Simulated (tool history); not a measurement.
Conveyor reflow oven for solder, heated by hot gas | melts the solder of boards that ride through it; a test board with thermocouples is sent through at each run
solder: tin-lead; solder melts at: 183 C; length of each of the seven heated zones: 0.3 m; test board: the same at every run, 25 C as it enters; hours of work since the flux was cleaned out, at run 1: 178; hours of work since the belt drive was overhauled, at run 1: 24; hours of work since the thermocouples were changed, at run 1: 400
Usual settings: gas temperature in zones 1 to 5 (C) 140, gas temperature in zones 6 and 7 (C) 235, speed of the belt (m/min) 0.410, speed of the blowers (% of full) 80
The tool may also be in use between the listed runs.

run	day	gas temperature in zones 1 to 5 (C)	gas temperature in zones 6 and 7 (C)	speed of the belt (m/min)	speed of the blowers (% of full)	hours of work since the flux was cleaned out	hours of work since the belt drive was overhauled	hours of work since the thermocouples were changed	highest temperature of the board (C)	time above the solder's melting point (s)
1	0.000	140	235	0.410	80	178	24	400	213.5	63.2
2	0.421	140	235	0.410	66	182	28	405	211.2	58.3
3	0.879	140	235	0.410	80	187	33	409	214.9	62.6
4	1.183	140	235	0.410	80	190	36	413	214.1	62.6
5	1.529	133	235	0.410	80	194	40	416	212.4	58.4
6	1.921	138	235	0.410	80	198	44	420	213.6	61.1
7	2.146	140	238	0.410	80	200	47	423	217.0	64.5
8	2.367	140	235	0.410	80	202	49	425	213.5	62.5
9	2.817	140	235	0.410	80	207	54	430	213.9	63.1
# day 3.071: flux residue cleaned out of gas plates and filters
10	3.446	140	235	0.386	80	4	58	434	213.6	66.0
11	3.825	153	237	0.468	63	8	62	438	207.1	51.2
12	4.108	153	237	0.468	63	11	65	441	206.8	51.0
13	4.529	145	223	0.344	61	15	69	446	204.2	65.5
14	4.875	147	232	0.402	57	19	73	449	206.6	56.2
15	5.350	128	235	0.347	69	24	78	454	212.4	66.9
16	5.829	128	235	0.347	69	29	83	459	213.0	67.9
# day 6.108: flux residue cleaned out of gas plates and filters, once more
17	6.375	155	240	0.369	56	3	87	463	221.0	85.3
18	6.850	155	238	0.451	66	8	92	468	216.0	63.6
19	7.283	126	235	0.419	75	12	96	472	211.4	54.4
20	7.679	126	235	0.419	75	17	100	477	211.5	53.8

Measured less the same run without the tool's hidden state. The same run-to-run variation is in both; the gauge's scatter may not be:
The hidden state here: heat that the gas passes to the board, % of a clean oven's; belt's true speed, % of the reading; true gas temperature in zones 6 and 7 over the reading, C; drift of the gauge itself on peak_c, C; drift of the gauge itself on liquid_s, %.
run	highest temperature of the board (C)	time above the solder's melting point (s)
1	-3.2	-3.5
2	-3.0	-3.8
3	-3.3	-3.6
4	-3.3	-3.6
5	-3.5	-4.1
6	-3.5	-3.9
7	-3.5	-3.5
8	-3.5	-3.9
9	-3.6	-4.0
10	-5.5	-6.4
11	-5.7	-7.2
12	-5.7	-7.3
13	-4.2	-7.8
14	-5.0	-7.5
15	-5.7	-7.5
16	-5.7	-7.6
17	-0.9	-0.5
18	-0.9	-0.6
19	-1.0	-1.0
20	-1.1	-1.0

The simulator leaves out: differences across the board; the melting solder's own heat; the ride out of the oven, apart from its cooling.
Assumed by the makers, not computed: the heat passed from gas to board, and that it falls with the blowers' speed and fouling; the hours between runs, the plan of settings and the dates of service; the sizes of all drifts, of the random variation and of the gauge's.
